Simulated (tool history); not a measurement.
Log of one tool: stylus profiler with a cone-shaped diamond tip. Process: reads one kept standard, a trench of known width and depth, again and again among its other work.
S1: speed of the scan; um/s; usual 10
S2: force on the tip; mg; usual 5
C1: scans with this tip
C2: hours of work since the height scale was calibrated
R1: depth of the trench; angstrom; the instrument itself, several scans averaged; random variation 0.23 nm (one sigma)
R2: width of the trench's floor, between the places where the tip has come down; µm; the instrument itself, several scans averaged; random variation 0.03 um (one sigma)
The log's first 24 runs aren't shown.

run	day	S1	S2	C1	C2	R1	R2
# day 53.029: height scale calibrated on a step standard
25	54.346	12	5.1	10064	13	10179.8	15.14
26	56.492	12	5.1	10340	33	10176	15.06
27	59.625	2	12.02	10745	63	10297.2	15.11
28	62.975	10	5	11177	96	10181.7	14.98
# day 63.583: height scale calibrated on a step standard, once more
29	65.525	2	5.47	11504	19	10159.8	15
30	67.654	2	5.47	11778	39	10160.6	14.89
31	70.1	4	4.04	12094	63	10135.2	14.88
32	73.021	4	4.04	12471	91	10133.4	14.83
33	75.338	11	10.09	12770	113	10240.8	14.81
34	78.133	3	9.93	13131	140	10247.3	14.76
35	80.467	21	3.29	13433	162	10113.4	14.64
36	83.379	21	10.2	13809	191	10251.1	14.67
37	86.196	3	4.79	14172	218	10154.9	14.69
38	87.921	4	3.06	14395	234	10115.7	14.62
39	90.725	27	13.67	14757	261	10298.9	14.52
40	92.875	4	7.21	15034	282	10200.5	14.59
41	95.658	4	7.21	15393	309	10200.2	14.49
42	98.267	14	5.27	15730	334	10167.2	14.48
43	100.979	2	5.36	16080	360	10165.8	14.43
44	104.133	2	5.36	16487	390	10170	14.41
45	106.158	13	2.11	16749	410	10095.1	14.33

Forecast each of these 4 alternatives for the next run:
A	107.7	10	6.94	16948	425	?	?
B	107.7	19	7.29	16948	425	?	?
C	107.7	13	3.47	16948	425	?	?
D	107.7	2	5.49	16948	425	?	?

run	R1	R2
A	10201.1	14.36
B	10207.8	14.33
C	10133.4	14.33
D	10172	14.3
Without the tool's hidden state the same runs would have given:
run	R1	R2
A	10186.1	16.52
B	10192.8	16.49
C	10118.5	16.48
D	10157.1	16.46

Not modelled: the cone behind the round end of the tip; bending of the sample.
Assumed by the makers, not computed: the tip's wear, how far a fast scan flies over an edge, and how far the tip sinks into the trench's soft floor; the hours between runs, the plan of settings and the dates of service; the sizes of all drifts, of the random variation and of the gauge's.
